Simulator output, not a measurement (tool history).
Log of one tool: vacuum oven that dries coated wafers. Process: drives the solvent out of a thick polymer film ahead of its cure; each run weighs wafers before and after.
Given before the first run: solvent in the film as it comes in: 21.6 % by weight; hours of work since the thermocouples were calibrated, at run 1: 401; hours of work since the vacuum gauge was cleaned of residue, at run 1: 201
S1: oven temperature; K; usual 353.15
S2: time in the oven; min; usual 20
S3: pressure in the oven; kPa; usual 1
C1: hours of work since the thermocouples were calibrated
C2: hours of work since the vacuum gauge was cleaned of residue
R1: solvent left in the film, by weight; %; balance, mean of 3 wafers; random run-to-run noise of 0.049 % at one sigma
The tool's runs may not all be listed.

Run 1, hour 0: usual settings; C1 401; C2 201. Result: R1 4.13 %.
Run 2, hour 20.5: usual settings; C1 411; C2 212. Result: R1 4.21 %.
Run 3, hour 34.4: usual settings but S3 0.65 kPa; C1 419; C2 219. Result: R1 3.93 %.
Run 4, hour 44.6: usual settings but S3 0.53 kPa; C1 424; C2 225. Result: R1 3.9 %.
Run 5, hour 59.2: usual settings but S3 0.53 kPa; C1 432; C2 232. Result: R1 3.81 %.
Run 6, hour 70: usual settings but S1 343.15 K; C1 437; C2 238. Result: R1 8.32 %.
Run 7, hour 85.9: usual settings; C1 445; C2 246. Result: R1 4.19 %.
Run 8, hour 102.2: usual settings but S2 15 min; C1 454; C2 255. Result: R1 5.92 %.
Run 9, hour 116.5: usual settings but S2 15 min; C1 462; C2 262. Result: R1 5.91 %.
Run 10, hour 130: usual settings but S2 15 min; C1 469; C2 269. Result: R1 5.76 %.
Run 11, hour 146.4: usual settings but S2 15 min; C1 477; C2 278. Result: R1 5.87 %.
Run 12, hour 167.1: usual settings but S1 344.15 K, S2 15 min; C1 488; C2 289. Result: R1 9.5 %.
Run 13, hour 183.8: usual settings but S1 344.15 K, S2 15 min; C1 497; C2 297. Result: R1 9.58 %.
Run 14, hour 199.3: usual settings but S1 344.15 K, S2 15 min; C1 505; C2 306. Result: R1 9.67 %.
Run 15, hour 219.8: usual settings but S1 344.15 K, S2 15 min; C1 516; C2 316. Result: R1 9.66 %.
Run 16, hour 236.9: usual settings but S1 344.15 K, S2 15 min; C1 525; C2 325. Result: R1 9.62 %.
Run 17, hour 254.5: usual settings but S1 343.15 K, S2 28 min, S3 0.98 kPa; C1 534; C2 334. Result: R1 6.39 %.
Run 18, hour 263.5: usual settings but S1 343.15 K, S2 28 min, S3 0.98 kPa; C1 538; C2 339. Result: R1 6.38 %.
Run 19, hour 274.5: usual settings but S1 345.15 K, S2 28 min, S3 0.81 kPa; C1 544; C2 345. Result: R1 5.3 %.
Run 20, hour 285.1: usual settings but S1 359.15 K, S2 14 min, S3 1.75 kPa; C1 550; C2 350. Result: R1 4.41 %.
Run 21, hour 303.1: usual settings but S1 359.15 K, S2 14 min, S3 1.75 kPa; C1 559; C2 360. Result: R1 4.44 %.
Run 22, hour 321.5: usual settings but S1 359.15 K, S2 14 min, S3 1.75 kPa; C1 569; C2 369. Result: R1 4.35 %.
Run 23, hour 341.2: usual settings but S1 352.15 K; C1 579; C2 380. Result: R1 4.55 %.
Run 24, hour 352.5: usual settings but S1 349.15 K, S2 31 min, S3 0.67 kPa; C1 585; C2 386. Result: R1 3.16 %.
Run 25, hour 369: usual settings but S1 340.15 K, S2 25 min, S3 1.15 kPa; C1 594; C2 394. Result: R1 8.55 %.
Run 26, hour 379.4: usual settings but S1 362.15 K, S2 13 min, S3 0.89 kPa; C1 599; C2 400. Result: R1 3.22 %.
Run 27, hour 398.8: usual settings but S1 343.15 K, S2 13 min, S3 0.62 kPa; C1 609; C2 410. Result: R1 10.49 %.
Run 28, hour 415.1: usual settings but S1 343.15 K, S2 13 min, S3 0.62 kPa; C1 618; C2 418. Result: R1 10.53 %.
Run 29, hour 425.1: usual settings but S1 343.15 K, S2 13 min, S3 0.62 kPa; C1 623; C2 424. Result: R1 10.54 %.
Run 30, hour 441.4: usual settings but S1 343.15 K, S2 13 min, S3 0.62 kPa; C1 632; C2 432. Result: R1 10.72 %.

Run 31 comes next. What will it give?
Run 31, hour 457.3: usual settings but S1 349.15 K, S2 13 min, S3 0.92 kPa; C1 640; C2 441. Result: R1 ?.

R1: 8.38 %
With the hidden condition absent and the run-to-run variation left alone, this run would have shown R1 8.31 %.
